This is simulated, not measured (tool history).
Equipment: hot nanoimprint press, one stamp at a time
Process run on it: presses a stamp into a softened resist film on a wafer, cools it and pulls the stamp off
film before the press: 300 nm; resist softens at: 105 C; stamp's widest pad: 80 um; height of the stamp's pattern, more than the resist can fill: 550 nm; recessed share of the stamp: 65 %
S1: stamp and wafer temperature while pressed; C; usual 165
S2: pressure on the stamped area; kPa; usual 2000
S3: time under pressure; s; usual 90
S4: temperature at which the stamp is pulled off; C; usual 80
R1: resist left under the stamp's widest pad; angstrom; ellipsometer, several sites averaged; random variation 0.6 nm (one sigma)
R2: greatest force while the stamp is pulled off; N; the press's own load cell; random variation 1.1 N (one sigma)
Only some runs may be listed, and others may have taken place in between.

Run 1, hour 0.0: usual settings. Result: R1 1744 angstrom, R2 171 N.
Run 2, hour 12.3: usual settings. Result: R1 1747 angstrom, R2 171 N.
At hour 33.5: stamp cleaned and given a new release coat.
Run 3, hour 36.4: usual settings but S4 67 C. Result: R1 1745 angstrom, R2 200 N.
Run 4, hour 47.1: usual settings but S4 67 C. Result: R1 1749 angstrom, R2 200 N.
Run 5, hour 65.2: usual settings. Result: R1 1755 angstrom, R2 170 N.
Run 6, hour 80.3: usual settings. Result: R1 1749 angstrom, R2 171 N.
Run 7, hour 88.5: usual settings but S3 51 s. Result: R1 2066 angstrom, R2 171 N.
Run 8, hour 103.9: usual settings but S3 51 s. Result: R1 2061 angstrom, R2 170 N.
Run 9, hour 119.4: usual settings but S2 1690 kPa, S4 66 C. Result: R1 1873 angstrom, R2 203 N.
Run 10, hour 131.1: usual settings but S3 103 s, S4 66 C. Result: R1 1702 angstrom, R2 201 N.
Run 11, hour 145.9: usual settings but S1 158 C, S3 103 s, S4 66 C. Result: R1 2233 angstrom, R2 203 N.
Run 12, hour 162.6: usual settings but S4 82 C. Result: R1 1764 angstrom, R2 168 N.

Branching from run 12: 4 alternative next runs. What would each branch give?
Run A, hour 180.5: usual settings but S2 1690 kPa, S4 82 C. Result: R1 ?, R2 ?.
Run B, hour 180.5: usual settings but S4 87 C. Result: R1 ?, R2 ?.
Run C, hour 180.5: usual settings but S2 3090 kPa, S3 101 s, S4 87 C. Result: R1 ?, R2 ?.
Run D, hour 180.5: usual settings but S1 155 C, S2 2810 kPa, S4 67 C. Result: R1 ?, R2 ?.

run    R1   R2
  A  1889  165
  B  1761  156
  C  1403  154
  D  2327  200
With no hidden state in the tool, these same runs would have given:
run    R1   R2
  A  1875  165
  B  1747  156
  C  1392  154
  D  2309  200
